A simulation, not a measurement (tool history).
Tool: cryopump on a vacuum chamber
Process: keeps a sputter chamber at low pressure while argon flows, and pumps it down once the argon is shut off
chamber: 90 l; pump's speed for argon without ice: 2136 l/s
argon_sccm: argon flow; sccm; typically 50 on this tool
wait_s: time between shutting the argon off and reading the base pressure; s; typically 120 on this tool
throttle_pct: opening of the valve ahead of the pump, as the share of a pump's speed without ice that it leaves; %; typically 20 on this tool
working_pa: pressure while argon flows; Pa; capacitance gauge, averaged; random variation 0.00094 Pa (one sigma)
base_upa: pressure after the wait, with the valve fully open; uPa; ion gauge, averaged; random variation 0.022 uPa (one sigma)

Run 1, day 0.000: usual settings. Result: working_pa 0.2171 Pa, base_upa 2.28 uPa.
At day 2.258: pump warmed up, emptied and cooled again.
Run 2, day 4.929: usual settings but throttle_pct 50 %. Result: working_pa 0.0796 Pa, base_upa 1.80 uPa.
Run 3, day 9.071: usual settings but throttle_pct 18 %. Result: working_pa 0.2236 Pa, base_upa 1.84 uPa.
Run 4, day 12.212: usual settings but wait_s 24 s. Result: working_pa 0.2021 Pa, base_upa 3.68 uPa.
Run 5, day 15.512: usual settings but wait_s 24 s. Result: working_pa 0.2024 Pa, base_upa 3.91 uPa.
Run 6, day 17.717: usual settings. Result: working_pa 0.2037 Pa, base_upa 1.94 uPa.
Run 7, day 22.083: usual settings. Result: working_pa 0.2035 Pa, base_upa 2.05 uPa.
Run 8, day 26.117: usual settings but wait_s 31 s, throttle_pct 58 %. Result: working_pa 0.0758 Pa, base_upa 3.39 uPa.
At day 27.383: leaking fittings of the chamber tightened, without venting.
Run 9, day 28.438: usual settings but wait_s 31 s, throttle_pct 58 %. Result: working_pa 0.0759 Pa, base_upa 2.08 uPa.
Run 10, day 31.738: usual settings but wait_s 31 s, throttle_pct 58 %. Result: working_pa 0.0768 Pa, base_upa 2.06 uPa.
Run 11, day 36.604: usual settings but wait_s 31 s, throttle_pct 58 %. Result: working_pa 0.0782 Pa, base_upa 2.11 uPa.
Run 12, day 40.975: usual settings but wait_s 68 s. Result: working_pa 0.2108 Pa, base_upa 1.19 uPa.
Run 13, day 43.200: usual settings but wait_s 82 s, throttle_pct 24 %. Result: working_pa 0.1787 Pa, base_upa 1.04 uPa.

What does the tool deliver on the next run?
Run 14, day 47.371: usual settings but wait_s 21 s, throttle_pct 24 %. Result: working_pa ?, base_upa ?.

working_pa: 0.1787 Pa
base_upa: 3.12 uPa
With the hidden condition absent and the run-to-run variation left alone, this run would have shown working_pa 0.1641 Pa, base_upa 2.85 uPa.
